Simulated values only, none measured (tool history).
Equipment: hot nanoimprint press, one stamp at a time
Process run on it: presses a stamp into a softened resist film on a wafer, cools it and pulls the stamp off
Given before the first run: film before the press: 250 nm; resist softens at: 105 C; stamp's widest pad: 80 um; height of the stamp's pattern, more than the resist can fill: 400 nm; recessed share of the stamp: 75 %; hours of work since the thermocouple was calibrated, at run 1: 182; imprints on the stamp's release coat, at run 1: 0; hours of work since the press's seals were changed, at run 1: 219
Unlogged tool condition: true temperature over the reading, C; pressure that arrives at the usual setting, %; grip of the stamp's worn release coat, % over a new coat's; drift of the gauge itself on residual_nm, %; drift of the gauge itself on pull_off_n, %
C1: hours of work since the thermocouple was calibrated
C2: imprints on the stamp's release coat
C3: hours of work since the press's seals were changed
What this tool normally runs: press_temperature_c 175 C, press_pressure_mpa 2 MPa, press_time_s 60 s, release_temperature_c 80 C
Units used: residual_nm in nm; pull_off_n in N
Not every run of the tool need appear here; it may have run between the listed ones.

Run 1, hour 0: usual settings; C1 182; C2 0; C3 219. Result: residual_nm 103.9 nm, pull_off_n 210 N.
Run 2, hour 43.9: usual settings; C1 206; C2 90; C3 243. Result: residual_nm 101.5 nm, pull_off_n 211 N.
Run 3, hour 101.2: usual settings; C1 237; C2 207; C3 274. Result: residual_nm 102 nm, pull_off_n 218 N.
Run 4, hour 147: usual settings; C1 262; C2 301; C3 299. Result: residual_nm 101.9 nm, pull_off_n 220 N.
Run 5, hour 203.5: usual settings; C1 292; C2 416; C3 330. Result: residual_nm 101.6 nm, pull_off_n 222 N.
Run 6, hour 250.5: usual settings; C1 318; C2 513; C3 356. Result: residual_nm 102.2 nm, pull_off_n 220 N.
Run 7, hour 310.5: usual settings but release_temperature_c 82 C; C1 351; C2 635; C3 388. Result: residual_nm 101 nm, pull_off_n 220 N.
At hour 359: stamp cleaned and given a new release coat.
Run 8, hour 374.8: usual settings but release_temperature_c 82 C; C1 382; C2 33; C3 420. Result: residual_nm 101.2 nm, pull_off_n 203 N.
Run 9, hour 409: usual settings but press_temperature_c 170 C; C1 401; C2 103; C3 438. Result: residual_nm 127.8 nm, pull_off_n 206 N.
At hour 415.3: plate thermocouple calibrated.
Run 10, hour 445.3: usual settings but press_temperature_c 170 C; C1 16; C2 171; C3 457. Result: residual_nm 127.3 nm, pull_off_n 208 N.
Run 11, hour 491.5: usual settings but release_temperature_c 87 C; C1 41; C2 265; C3 482. Result: residual_nm 99.8 nm, pull_off_n 177 N.
Run 12, hour 529: usual settings but release_temperature_c 87 C; C1 62; C2 342; C3 502. Result: residual_nm 100.2 nm, pull_off_n 185 N.
Run 13, hour 558.4: usual settings but release_temperature_c 87 C; C1 78; C2 402; C3 518. Result: residual_nm 98.3 nm, pull_off_n 181 N.
Run 14, hour 603.5: usual settings; C1 102; C2 494; C3 543. Result: residual_nm 98.9 nm, pull_off_n 219 N.
Run 15, hour 652.2: usual settings; C1 129; C2 594; C3 569. Result: residual_nm 98.3 nm, pull_off_n 221 N.
Run 16, hour 688.2: usual settings; C1 148; C2 668; C3 589. Result: residual_nm 97.8 nm, pull_off_n 219 N.
At hour 722.9: stamp cleaned and given a new release coat.
At hour 744: plate thermocouple calibrated, once more.
Run 17, hour 753.8: usual settings but press_temperature_c 169 C, press_pressure_mpa 2.3 MPa, press_time_s 78 s, release_temperature_c 79 C; C1 5; C2 57; C3 619. Result: residual_nm 124.3 nm, pull_off_n 217 N.
Run 18, hour 811.5: usual settings but press_temperature_c 167 C, press_time_s 111 s; C1 37; C2 175; C3 651. Result: residual_nm 127.5 nm, pull_off_n 220 N.
Run 19, hour 855.2: usual settings but press_temperature_c 167 C, press_time_s 111 s; C1 60; C2 265; C3 675. Result: residual_nm 127.8 nm, pull_off_n 219 N.
Run 20, hour 900.2: usual settings but press_temperature_c 165 C, press_pressure_mpa 1.52 MPa, press_time_s 40 s, release_temperature_c 76 C; C1 85; C2 357; C3 699. Result: residual_nm 199.1 nm, pull_off_n 237 N.
Run 21, hour 960.4: usual settings but press_temperature_c 180 C, press_pressure_mpa 1.52 MPa, press_time_s 40 s, release_temperature_c 83 C; C1 118; C2 480; C3 732. Result: residual_nm 109.4 nm, pull_off_n 207 N.
Run 22, hour 1010.1: usual settings but press_temperature_c 176 C, release_temperature_c 70 C; C1 145; C2 582; C3 759. Result: residual_nm 100.6 nm, pull_off_n 278 N.
Run 23, hour 1050.5: usual settings but press_temperature_c 176 C, release_temperature_c 70 C; C1 167; C2 664; C3 781. Result: residual_nm 100.3 nm, pull_off_n 281 N.
At hour 1085.1: stamp cleaned and given a new release coat.
Run 24, hour 1114.9: usual settings but press_temperature_c 185 C, press_pressure_mpa 2.61 MPa, press_time_s 54 s, release_temperature_c 70 C; C1 198; C2 61; C3 812. Result: residual_nm 58.4 nm, pull_off_n 253 N.
Run 25, hour 1160.7: usual settings but press_temperature_c 185 C, press_pressure_mpa 2.61 MPa, press_time_s 54 s, release_temperature_c 70 C; C1 223; C2 154; C3 837. Result: residual_nm 57.7 nm, pull_off_n 262 N.
Run 26, hour 1219.7: usual settings but press_temperature_c 185 C, press_pressure_mpa 2.61 MPa, press_time_s 54 s, release_temperature_c 70 C; C1 255; C2 275; C3 869. Result: residual_nm 56.5 nm, pull_off_n 260 N.
Run 27, hour 1249.1: usual settings but press_temperature_c 185 C, press_pressure_mpa 2.61 MPa, press_time_s 54 s, release_temperature_c 70 C; C1 271; C2 335; C3 885. Result: residual_nm 57 nm, pull_off_n 268 N.
Run 28, hour 1273.4: usual settings but press_temperature_c 176 C, press_pressure_mpa 1.36 MPa, press_time_s 54 s, release_temperature_c 70 C; C1 285; C2 385; C3 899. Result: residual_nm 123 nm, pull_off_n 262 N.
Run 29, hour 1329.4: usual settings but press_temperature_c 176 C, press_pressure_mpa 1.36 MPa, press_time_s 54 s, release_temperature_c 70 C; C1 315; C2 499; C3 929. Result: residual_nm 122.2 nm, pull_off_n 276 N.
Run 30, hour 1380.7: usual settings but press_temperature_c 168 C, press_pressure_mpa 1.36 MPa, press_time_s 36 s, release_temperature_c 69 C; C1 343; C2 604; C3 957. Result: residual_nm 189.1 nm, pull_off_n 282 N.
Run 31, hour 1425.3: usual settings but press_temperature_c 168 C, press_pressure_mpa 1.36 MPa, press_time_s 36 s, release_temperature_c 69 C; C1 367; C2 696; C3 981. Result: residual_nm 187.6 nm, pull_off_n 279 N.

What if the next run were any one of these 3? Each begins from the tool's condition after run 31:
At hour 1447: stamp cleaned and given a new release coat.
Run A, hour 1468: usual settings but press_temperature_c 168 C, press_pressure_mpa 1.36 MPa, press_time_s 90 s, release_temperature_c 77 C; C1 387; C2 43; C3 1001. Result: residual_nm ?, pull_off_n ?.
At hour 1447: stamp cleaned and given a new release coat.
Run B, hour 1468: usual settings but press_temperature_c 184 C; C1 387; C2 43; C3 1001. Result: residual_nm ?, pull_off_n ?.
At hour 1447: stamp cleaned and given a new release coat.
Run C, hour 1468: usual settings but press_pressure_mpa 2.71 MPa; C1 387; C2 43; C3 1001. Result: residual_nm ?, pull_off_n ?.

run  residual_nm  pull_off_n
  A        147.3         219
  B         64.9         210
  C           89         205
With the hidden condition removed and each run's random variation left untouched, the same runs would have given:
run  residual_nm  pull_off_n
  A        152.4         223
  B         66.2         214
  C         90.1         209
